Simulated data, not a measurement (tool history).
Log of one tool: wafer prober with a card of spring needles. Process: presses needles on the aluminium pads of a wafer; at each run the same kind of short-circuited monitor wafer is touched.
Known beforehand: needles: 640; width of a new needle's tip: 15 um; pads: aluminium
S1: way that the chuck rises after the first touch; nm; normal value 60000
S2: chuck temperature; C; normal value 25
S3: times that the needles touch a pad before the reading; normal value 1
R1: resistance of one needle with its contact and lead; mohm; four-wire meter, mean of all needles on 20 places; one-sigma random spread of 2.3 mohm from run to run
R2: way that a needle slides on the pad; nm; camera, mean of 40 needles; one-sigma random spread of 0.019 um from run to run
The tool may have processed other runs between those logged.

Run 1, day 0.000: usual settings. Result: R1 253 mohm, R2 11340 nm.
At day 0.354: tips cleaned on abrasive film.
Run 2, day 0.517: usual settings. Result: R1 258 mohm, R2 11360 nm.
Run 3, day 0.846: usual settings. Result: R1 255 mohm, R2 11350 nm.
Run 4, day 1.200: usual settings. Result: R1 251 mohm, R2 11410 nm.
At day 1.475: tips cleaned on abrasive film.
Run 5, day 1.817: usual settings. Result: R1 258 mohm, R2 11400 nm.
Run 6, day 2.442: usual settings but S2 56 C. Result: R1 262 mohm, R2 11350 nm.
At day 2.571: tips cleaned on abrasive film.
Run 7, day 3.071: usual settings but S2 56 C. Result: R1 265 mohm, R2 11410 nm.
At day 3.704: tips cleaned on abrasive film.
Run 8, day 3.842: usual settings but S2 56 C. Result: R1 267 mohm, R2 11410 nm.
Run 9, day 4.338: usual settings but S2 56 C. Result: R1 265 mohm, R2 11420 nm.
At day 4.808: tips cleaned on abrasive film.
Run 10, day 4.958: usual settings but S2 56 C. Result: R1 264 mohm, R2 11430 nm.
Run 11, day 5.392: usual settings but S2 56 C. Result: R1 263 mohm, R2 11430 nm.
At day 5.921: tips cleaned on abrasive film.
Run 12, day 6.067: usual settings but S3 3. Result: R1 253 mohm, R2 11460 nm.
Run 13, day 6.750: usual settings. Result: R1 253 mohm, R2 11490 nm.
At day 7.046: tips cleaned on abrasive film.
Run 14, day 7.429: usual settings. Result: R1 257 mohm, R2 11460 nm.
Run 15, day 7.854: usual settings. Result: R1 254 mohm, R2 11490 nm.
At day 8.146: tips cleaned on abrasive film.
Run 16, day 8.275: usual settings but S2 29 C. Result: R1 256 mohm, R2 11510 nm.
Run 17, day 9.017: usual settings but S2 29 C. Result: R1 257 mohm, R2 11500 nm.
At day 9.250: tips cleaned on abrasive film.
Run 18, day 9.762: usual settings but S1 79000 nm, S2 73 C. Result: R1 268 mohm, R2 15180 nm.
Run 19, day 10.125: usual settings but S1 74000 nm, S3 2. Result: R1 249 mohm, R2 14200 nm.
At day 10.354: tips cleaned on abrasive film.
Run 20, day 10.571: usual settings but S1 74000 nm, S2 66 C, S3 3. Result: R1 265 mohm, R2 14220 nm.
Run 21, day 11.133: usual settings but S1 64000 nm, S2 49 C. Result: R1 258 mohm, R2 12290 nm.
At day 11.467: tips cleaned on abrasive film.
Run 22, day 11.738: usual settings but S1 64000 nm, S2 54 C, S3 2. Result: R1 265 mohm, R2 12320 nm.
Run 23, day 12.238: usual settings but S1 69000 nm, S2 30 C, S3 2. Result: R1 254 mohm, R2 13310 nm.

Run 24 is up next; what results do you expect?
At day 12.588: tips cleaned on abrasive film.
Run 24, day 12.892: usual settings but S1 69000 nm, S2 30 C, S3 2. Result: R1 ?, R2 ?.

Run 24 came out at R1 255 mohm, R2 13300 nm.
On a tool with no hidden condition, and with the same random variation, this run would have come out at R1 255 mohm, R2 13050 nm.

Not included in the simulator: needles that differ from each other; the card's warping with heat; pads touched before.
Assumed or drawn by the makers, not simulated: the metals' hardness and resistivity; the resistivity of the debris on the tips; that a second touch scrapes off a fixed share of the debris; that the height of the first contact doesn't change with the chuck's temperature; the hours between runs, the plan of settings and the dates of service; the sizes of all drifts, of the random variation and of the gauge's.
